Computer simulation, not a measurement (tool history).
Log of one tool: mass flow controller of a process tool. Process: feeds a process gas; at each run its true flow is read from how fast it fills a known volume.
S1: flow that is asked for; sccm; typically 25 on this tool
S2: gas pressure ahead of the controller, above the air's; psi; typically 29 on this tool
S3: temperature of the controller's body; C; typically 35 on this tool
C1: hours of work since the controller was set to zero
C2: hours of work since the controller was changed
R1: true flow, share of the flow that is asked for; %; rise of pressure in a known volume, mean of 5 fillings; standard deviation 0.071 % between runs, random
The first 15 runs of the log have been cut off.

run	hour	S1	S2	S3	C1	C2	R1
16	4698.9	40	29	35	4005	4005	102.75
17	5091	25	35.1	35	4244	4244	102.68
18	5447.3	6	35.5	21	4461	4461	104.18
19	5758.9	6	35.5	21	4652	4652	104.44
# hour 5796: controller's zero set anew
20	6142	6	35.5	21	211	4885	107.45
21	6440.9	32	23.6	33	394	5068	103.9
22	6649.6	32	23.6	33	521	5195	103.8
23	6896.3	42	23.5	31	672	5345	103.55
# hour 6999.3: controller's zero set anew, once more
24	7265.2	27	30.9	28	162	5570	101.97
25	7611.3	27	30.9	28	374	5782	102.11
26	7822.8	27	30.9	28	503	5911	102.14
27	8141.7	27	26.4	25	697	6105	102.05
28	8529.4	25	29	21	934	6342	101.81
29	8866.8	25	29	28	1140	6548	102.55
30	9146.6	22	29	32	1311	6719	102.94
31	9475.1	22	29	32	1511	6919	103.16
32	9833.1	20	20.7	32	1730	7138	103.57
33	10114.6	20	24.7	38	1901	7309	104.12

Each row is a separate what-if for the run after 33, all from the same tool condition, not one after another. Results?
A	10345.7	13	26.8	33	2042	7450	?
B	10345.7	5	25.8	24	2042	7450	?
C	10345.7	48	29.4	28	2042	7450	?

run	R1
A	103.89
B	104.14
C	103.24
The same runs, with their run-to-run variation unchanged, on a tool lacking any hidden condition would have given:
run	R1
A	100.26
B	99.24
C	100.19
